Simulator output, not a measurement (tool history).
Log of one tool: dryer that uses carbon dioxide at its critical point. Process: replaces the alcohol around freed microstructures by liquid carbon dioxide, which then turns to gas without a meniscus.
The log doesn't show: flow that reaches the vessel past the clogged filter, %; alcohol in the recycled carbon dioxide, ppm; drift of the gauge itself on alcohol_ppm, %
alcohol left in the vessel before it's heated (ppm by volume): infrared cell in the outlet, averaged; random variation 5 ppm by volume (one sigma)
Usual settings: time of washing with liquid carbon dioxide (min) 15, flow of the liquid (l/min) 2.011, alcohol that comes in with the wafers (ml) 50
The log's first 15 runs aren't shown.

run	day	time of washing with liquid carbon dioxide (min)	flow of the liquid (l/min)	alcohol that comes in with the wafers (ml)	hours of work since the filter was changed	hours of work since the purifier's bed was changed	alcohol left in the vessel before it's heated (ppm by volume)
16	22.408	15	1.690	50	179	902	293
# day 22.612: inlet filter changed
17	23.696	15	1.690	50	11	915	253
18	24.788	15	2.011	98	23	927	237
19	25.871	15	2.011	98	35	938	235
20	27.654	15	2.011	98	53	957	243
21	29.188	15	2.011	98	70	973	256
22	30.650	15	2.011	53	85	989	239
23	32.300	15	2.011	50	103	1006	238
24	33.442	15	1.350	48	115	1018	421
25	34.562	10	1.230	40	127	1030	1080
26	35.329	24	2.060	21	135	1038	229
27	36.125	11	2.540	52	143	1047	271
28	37.817	11	2.540	52	161	1065	276
29	38.838	11	1.460	23	172	1076	485
# day 39.692: inlet filter changed
30	39.988	11	2.040	54	3	1087	300
31	41.408	11	2.040	54	18	1102	332

Run 32 comes next. What will it give?
32	43.246	9	2.040	28	38	1122	?

{"run 32": {"alcohol left in the vessel before it's heated (ppm by volume)": 367}}
Without the tool's hidden state the same run would have given alcohol left in the vessel before it's heated (ppm by volume) 111.

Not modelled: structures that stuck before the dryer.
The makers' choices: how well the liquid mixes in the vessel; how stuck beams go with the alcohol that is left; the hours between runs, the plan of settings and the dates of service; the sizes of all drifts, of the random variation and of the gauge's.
